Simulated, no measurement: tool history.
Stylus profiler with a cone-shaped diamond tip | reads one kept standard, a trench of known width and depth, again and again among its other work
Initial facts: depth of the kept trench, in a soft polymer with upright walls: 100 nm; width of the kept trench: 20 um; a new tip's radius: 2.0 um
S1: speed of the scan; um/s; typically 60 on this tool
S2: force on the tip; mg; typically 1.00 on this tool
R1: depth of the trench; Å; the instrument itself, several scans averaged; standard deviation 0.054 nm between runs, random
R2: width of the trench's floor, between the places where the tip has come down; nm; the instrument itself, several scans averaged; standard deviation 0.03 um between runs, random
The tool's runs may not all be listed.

{"run": 1, "hour": 0.0, "S1": 60, "S2": 1.0, "R1": 1007.3, "R2": 18020}
{"run": 2, "hour": 76.7, "S1": 60, "S2": 1.0, "R1": 1007.1, "R2": 17970}
{"run": 3, "hour": 139.1, "S1": 60, "S2": 0.39, "R1": 1003.2, "R2": 17870}
{"run": 4, "hour": 189.5, "S1": 60, "S2": 1.0, "R1": 1006.0, "R2": 17980}
{"run": 5, "hour": 231.4, "S1": 60, "S2": 1.0, "R1": 1006.8, "R2": 17960}
{"run": 6, "hour": 314.1, "S1": 60, "S2": 1.0, "R1": 1007.1, "R2": 17960}
{"run": 7, "hour": 394.7, "S1": 60, "S2": 1.0, "R1": 1006.6, "R2": 18010}
{"run": 8, "hour": 436.7, "S1": 88, "S2": 0.7, "R1": 1004.6, "R2": 17710}
{"run": 9, "hour": 518.7, "S1": 37, "S2": 1.99, "R1": 1010.2, "R2": 18090}
{"run": 10, "hour": 591.1, "S1": 37, "S2": 1.99, "R1": 1009.7, "R2": 18140}
{"run": 11, "hour": 650.1, "S1": 22, "S2": 0.34, "R1": 1001.6, "R2": 18060}
{"run": 12, "hour": 698.6, "S1": 186, "S2": 0.45, "R1": 1003.8, "R2": 16850}
{"run": 13, "hour": 772.2, "S1": 29, "S2": 1.06, "R1": 1005.2, "R2": 18050}
{"run": 14, "hour": 822.4, "S1": 19, "S2": 2.26, "R1": 1011.8, "R2": 18150}

Measured less the same run without the tool's hidden state. The same run-to-run variation is in both; the gauge's scatter may not be:
Unlogged tool condition in this case: radius of the tip, um; height scale over the true one, %; drift of the gauge itself on depth_nm, %; drift of the gauge itself on floor_um, %.
run=1 R1=-0.5 R2=-450
run=2 R1=-0.5 R2=-460
run=3 R1=-0.6 R2=-460
run=4 R1=-0.7 R2=-470
run=5 R1=-0.7 R2=-470
run=6 R1=-0.8 R2=-480
run=7 R1=-1.0 R2=-480
run=8 R1=-1.0 R2=-490
run=9 R1=-1.1 R2=-500
run=10 R1=-1.2 R2=-510
run=11 R1=-1.3 R2=-520
run=12 R1=-1.4 R2=-520
run=13 R1=-1.5 R2=-530
run=14 R1=-1.5 R2=-530

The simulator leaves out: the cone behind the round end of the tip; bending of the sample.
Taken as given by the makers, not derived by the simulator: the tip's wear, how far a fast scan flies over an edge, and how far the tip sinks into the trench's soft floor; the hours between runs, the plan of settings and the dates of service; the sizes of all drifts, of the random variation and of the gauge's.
